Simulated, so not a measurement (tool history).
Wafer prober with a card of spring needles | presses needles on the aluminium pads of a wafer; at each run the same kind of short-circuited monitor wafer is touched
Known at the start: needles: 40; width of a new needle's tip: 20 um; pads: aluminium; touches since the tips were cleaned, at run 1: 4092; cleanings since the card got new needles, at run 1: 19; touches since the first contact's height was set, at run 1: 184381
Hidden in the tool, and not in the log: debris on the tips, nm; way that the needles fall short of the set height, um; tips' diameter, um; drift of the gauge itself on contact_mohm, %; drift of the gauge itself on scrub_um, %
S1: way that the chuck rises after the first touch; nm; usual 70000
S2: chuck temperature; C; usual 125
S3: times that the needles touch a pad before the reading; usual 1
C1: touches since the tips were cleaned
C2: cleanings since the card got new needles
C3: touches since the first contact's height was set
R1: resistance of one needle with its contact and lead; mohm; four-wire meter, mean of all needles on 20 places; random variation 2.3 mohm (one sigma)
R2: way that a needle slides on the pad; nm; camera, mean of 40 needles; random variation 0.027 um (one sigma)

run     day     S1   S2  S3    C1  C2      C3   R1     R2
  1       0  70000  125   1  4092  19  184381  264  11010
  2   0.633  70000  125   1  7814  19  188103  256  11010
      0.692  -- tips cleaned on abrasive film
  3   0.988  70000  125   1  1740  20  190181  258  11010
  4   1.662  55000  125   1  5697  20  194138  265   8650
      2.058  -- tips cleaned on abrasive film
  5   2.225  62000  125   1   992  21  197441  260   9710
  6   2.712  62000  125   1  3865  21  200314  260   9730
        2.8  -- height of the first contact set anew
  7   3.288  62000  125   1  7180  21    2875  258   9730
      3.446  -- tips cleaned on abrasive film
  8   3.975  62000  125   1  3105  22    6887  256   9710
  9   4.608  62000  125   1  6834  22   10616  261   9760
      4.817  -- tips cleaned on abrasive film
 10   5.258  62000  125   1  2618  23   14429  263   9700
 11   5.788  62000  125   1  5718  23   17529  264   9690
        6.2  -- tips cleaned on abrasive film
 12   6.446  62000  125   1  1445  24   21393  257   9690
 13   6.933  62000  125   1  4329  24   24277  263   9650
      7.571  -- tips cleaned on abrasive film
 14   7.575  70000  125   2     4  25   28008  257  10900
 15   8.258  70000  125   2  4043  25   32047  258  10920
 16   8.829  70000  125   2  7407  25   35411  257  10920
       8.95  -- tips cleaned on abrasive film
 17   9.517  70000   32   1  3342  26   39439  238  10920
       10.3  -- tips cleaned on abrasive film
 18    10.3  70000   32   1     0  27   44019  234  10860
 19  11.042  70000   32   1  4367  27   48386  234  10920
     11.646  -- tips cleaned on abrasive film
 20  11.725  70000   32   1   472  28   52397  235  10880
 21  12.483  54000   99   2  4932  28   56857  256   8360
 22  12.842  74000   80   1  7039  28   58964  246  11480
     13.008  -- tips cleaned on abrasive film
 23  13.538  66000  107   1  3106  29   63027  250  10230
 24  14.071  54000   26   1  6248  29   66169  234   8430
     14.371  -- tips cleaned on abrasive film
 25  14.833  69000   55   2  2723  30   70650  236  10680
 26  15.442  55000   40   2  6292  30   74219  244   8550
     15.762  -- tips cleaned on abrasive film
 27  15.975  63000  125   1  1242  31   77338  254   9780
 28  16.346  78000   34   2  3424  31   79520  235  12100
 29  17.083  65000   76   3  7764  31   83860  248  10110
      17.15  -- tips cleaned on abrasive film
 30  17.617  70000  125   2  2760  32   86994  253  10860
 31  18.221  74000   89   1  6303  32   90537  249  11450
     18.558  -- tips cleaned on abrasive film
 32  18.912  65000   27   2  2102  33   94605  232  10130
 33  19.733  65000   27   2  6925  33   99428  234  10020
     19.938  -- tips cleaned on abrasive film
 34  20.383  56000   67   1  2626  34  103238  246   8670
     21.158  -- gauge calibrated
 35  21.204  71000   30   2  7448  34  108060  234  11160

3 ways to go on from here, each from the tool as it stands after run 35. What would each give?
     21.333  -- tips cleaned on abrasive film
  A  21.871  51000  75   1  3145  35  111958   ?   ?
     21.333  -- tips cleaned on abrasive film
  B  21.871  77000  38   2  3145  35  111958   ?   ?
     21.333  -- tips cleaned on abrasive film
  C  21.871  58000  33   1  3145  35  111958   ?   ?

run   R1     R2
  A  249   8030
  B  233  12080
  C  239   9100
Without the tool's hidden state the same runs would have given:
run   R1     R2
  A  248   8030
  B  233  12090
  C  239   9100
